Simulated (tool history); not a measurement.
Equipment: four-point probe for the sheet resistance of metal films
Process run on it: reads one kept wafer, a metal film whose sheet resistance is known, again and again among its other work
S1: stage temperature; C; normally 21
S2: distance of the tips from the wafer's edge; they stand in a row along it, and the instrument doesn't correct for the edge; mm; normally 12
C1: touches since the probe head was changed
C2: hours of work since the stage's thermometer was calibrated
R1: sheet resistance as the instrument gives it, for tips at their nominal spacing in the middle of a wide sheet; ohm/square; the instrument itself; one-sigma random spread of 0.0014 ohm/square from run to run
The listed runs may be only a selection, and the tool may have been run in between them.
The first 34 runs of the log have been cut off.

run 35 hour=752.9 | S1=25 S2=9 | C1=46168 C2=269 | R1=7.067176
run 36 hour=784.2 | S1=21 S2=17 | C1=47214 C2=293 | R1=7.034783
run 37 hour=808.0 | S1=32 S2=6 | C1=48009 C2=312 | R1=7.117247
run 38 hour=822.6 | S1=21 S2=5 | C1=48496 C2=323 | R1=7.249186
run 39 hour=838.1 | S1=23 S2=25 | C1=49014 C2=336 | R1=7.010861
run 40 hour=858.8 | S1=20 S2=5 | C1=49702 C2=352 | R1=7.252982
run 41 hour=888.9 | S1=20 S2=34 | C1=50708 C2=375 | R1=7.023365
run 42 hour=918.3 | S1=20 S2=34 | C1=51688 C2=399 | R1=7.021070
run 43 hour=937.8 | S1=29 S2=34 | C1=52340 C2=414 | R1=6.972926
run 44 hour=969.0 | S1=29 S2=34 | C1=53378 C2=438 | R1=6.973111

Forecast each of these 3 alternatives for the next run:
run A hour=1001.4 | S1=34 S2=24 | C1=54461 C2=464 | R1=?
run B hour=1001.4 | S1=26 S2=16 | C1=54461 C2=464 | R1=?
run C hour=1001.4 | S1=33 S2=14 | C1=54461 C2=464 | R1=?

run=A R1=6.952820
run=B R1=7.007145
run=C R1=6.976421
With the hidden condition removed and each run's random variation left untouched, the same runs would have given:
run=A R1=6.991830
run=B R1=7.046439
run=C R1=7.015553
